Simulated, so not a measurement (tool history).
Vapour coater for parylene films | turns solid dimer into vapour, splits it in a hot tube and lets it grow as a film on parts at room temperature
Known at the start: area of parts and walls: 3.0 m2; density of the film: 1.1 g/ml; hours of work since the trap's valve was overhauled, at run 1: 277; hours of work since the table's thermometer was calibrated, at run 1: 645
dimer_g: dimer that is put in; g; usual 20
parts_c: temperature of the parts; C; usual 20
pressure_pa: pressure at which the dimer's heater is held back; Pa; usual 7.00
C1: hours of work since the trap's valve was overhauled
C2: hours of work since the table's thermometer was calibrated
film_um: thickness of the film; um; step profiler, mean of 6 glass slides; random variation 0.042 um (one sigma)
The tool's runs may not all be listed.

{"run": 1, "day": 0.0, "dimer_g": 20, "parts_c": 20, "pressure_pa": 7.0, "C1": 277, "C2": 645, "film_um": 4.25}
{"run": 2, "day": 2.083, "dimer_g": 20, "parts_c": 20, "pressure_pa": 9.42, "C1": 312, "C2": 679, "film_um": 4.02}
{"day": 3.15, "done": "trap's valve overhauled"}
{"run": 3, "day": 3.992, "dimer_g": 20, "parts_c": 20, "pressure_pa": 7.0, "C1": 14, "C2": 708, "film_um": 3.78}
{"run": 4, "day": 5.554, "dimer_g": 20, "parts_c": 20, "pressure_pa": 7.0, "C1": 40, "C2": 734, "film_um": 3.8}
{"run": 5, "day": 7.867, "dimer_g": 20, "parts_c": 20, "pressure_pa": 3.86, "C1": 78, "C2": 773, "film_um": 3.9}
{"run": 6, "day": 9.142, "dimer_g": 20, "parts_c": 20, "pressure_pa": 2.64, "C1": 100, "C2": 794, "film_um": 3.92}
{"run": 7, "day": 10.879, "dimer_g": 20, "parts_c": 20, "pressure_pa": 2.64, "C1": 129, "C2": 823, "film_um": 3.85}
{"day": 12.875, "done": "trap's valve overhauled, once more"}
{"run": 8, "day": 13.362, "dimer_g": 20, "parts_c": 20, "pressure_pa": 3.96, "C1": 8, "C2": 862, "film_um": 4.68}
{"run": 9, "day": 15.512, "dimer_g": 13, "parts_c": 20, "pressure_pa": 3.34, "C1": 44, "C2": 897, "film_um": 2.99}
{"run": 10, "day": 17.033, "dimer_g": 27, "parts_c": 20, "pressure_pa": 3.25, "C1": 69, "C2": 923, "film_um": 6.19}
{"run": 11, "day": 18.292, "dimer_g": 12, "parts_c": 20, "pressure_pa": 5.23, "C1": 90, "C2": 944, "film_um": 2.68}
{"run": 12, "day": 19.412, "dimer_g": 12, "parts_c": 20, "pressure_pa": 5.23, "C1": 109, "C2": 962, "film_um": 2.61}
{"run": 13, "day": 21.408, "dimer_g": 10, "parts_c": 18, "pressure_pa": 7.99, "C1": 142, "C2": 996, "film_um": 2.24}
{"run": 14, "day": 23.533, "dimer_g": 20, "parts_c": 29, "pressure_pa": 2.54, "C1": 177, "C2": 1031, "film_um": 3.31}
{"run": 15, "day": 25.471, "dimer_g": 13, "parts_c": 29, "pressure_pa": 2.12, "C1": 210, "C2": 1063, "film_um": 2.19}

Measured less the same run without the tool's hidden state. The same run-to-run variation is in both; the gauge's scatter may not be:
The hidden state here: vapour lost through the trap's worn valve, %; true temperature of the parts over the reading, C; drift of the gauge itself on film_um, %.
run=1 film_um=-0.41
run=2 film_um=-0.45
run=3 film_um=-0.74
run=4 film_um=-0.78
run=5 film_um=-0.88
run=6 film_um=-0.93
run=7 film_um=-0.96
run=8 film_um=-0.06
run=9 film_um=-0.08
run=10 film_um=-0.21
run=11 film_um=-0.11
run=12 film_um=-0.12
run=13 film_um=-0.14
run=14 film_um=-0.23
run=15 film_um=-0.18
